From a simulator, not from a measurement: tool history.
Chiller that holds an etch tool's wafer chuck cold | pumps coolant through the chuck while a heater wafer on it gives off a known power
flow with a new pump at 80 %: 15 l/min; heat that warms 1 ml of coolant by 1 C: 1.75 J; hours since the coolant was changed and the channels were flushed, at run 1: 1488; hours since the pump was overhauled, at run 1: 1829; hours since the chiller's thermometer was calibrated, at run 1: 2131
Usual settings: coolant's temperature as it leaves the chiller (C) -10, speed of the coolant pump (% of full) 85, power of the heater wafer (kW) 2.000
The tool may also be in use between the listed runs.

run,hour,coolant's temperature as it leaves the chiller (C),speed of the coolant pump (% of full),power of the heater wafer (kW),hours since the coolant was changed and the channels were flushed,hours since the pump was overhauled,hours since the chiller's thermometer was calibrated,chuck's temperature once it has settled (C),how much warmer the coolant comes back (C)
1,0.0,-10,85,2.000,1488,1829,2131,5.7,4.49
2,37.0,-10,85,2.000,1525,1866,2168,5.8,4.42
3,61.5,-10,85,2.000,1549,1890,2192,5.7,4.45
4,104.4,-10,85,2.000,1592,1933,2235,5.6,4.46
5,141.1,-10,63,2.000,1629,1970,2272,8.9,6.17
6,196.3,-1,85,2.000,1684,2025,2327,14.8,4.58
7,246.0,-1,85,2.000,1734,2075,2377,14.9,4.57
8,283.7,-1,85,2.000,1771,2112,2415,14.7,4.53
9,322.6,-10,61,2.000,1810,2151,2454,9.4,6.47
10,347.5,-10,61,2.000,1835,2176,2478,9.5,6.46
11,402.8,-10,61,2.000,1891,2231,2534,9.4,6.44
12,457.3,-10,61,2.000,1945,2286,2588,9.5,6.37
13,500.9,-10,67,2.000,1989,2330,2632,8.4,5.84
# hour 531.6: chiller's thermometer calibrated
14,552.8,-10,85,2.000,2040,2380,21,6.8,4.56
15,592.3,-10,85,2.000,2079,2420,61,6.7,4.54
16,616.3,-10,85,2.000,2103,2444,85,7.0,4.61
17,671.8,-10,85,2.000,2159,2499,140,7.0,4.60
18,697.5,0,65,1.866,2184,2525,166,18.6,5.65
19,740.7,0,65,1.866,2227,2568,209,18.5,5.66
20,793.4,-19,65,1.666,2280,2621,262,-2.6,5.08
21,820.1,-19,85,1.214,2307,2648,289,-8.8,2.77
22,864.7,-4,85,1.547,2351,2692,333,9.3,3.52
23,899.6,-4,82,2.346,2386,2727,368,16.6,5.66
24,928.4,-9,82,1.370,2415,2756,397,3.0,3.29
25,963.6,-19,67,1.370,2450,2791,432,-5.6,4.09
26,993.0,-19,67,1.370,2480,2821,461,-5.7,4.10
27,1041.9,-19,67,1.006,2529,2869,510,-9.1,2.90
28,1089.2,-19,97,1.607,2576,2917,558,-6.0,3.23
29,1114.6,-3,65,1.308,2601,2942,583,10.1,4.04
30,1150.6,-3,65,1.308,2637,2978,619,10.4,4.07
31,1205.8,-10,96,1.350,2693,3033,674,1.0,2.80

Hidden state at the last listed run before each entry between runs and at the first one after, where it differs:
Between runs 13 and 14: chiller's thermometer calibrated (hour 531.6)
  heat passed by the chuck's channels, % of clean ones': 88.7 -> 88.4; flow at a given pump speed, % of a new pump's: 94.2 -> 94.1; coolant's true temperature over the reading, C: -0.78 -> -0.03
  measured less the result without the state, chuck's temperature once it has settled (C): +1.6 -> +2.1; how much warmer the coolant comes back (C): +0.34 -> +0.27
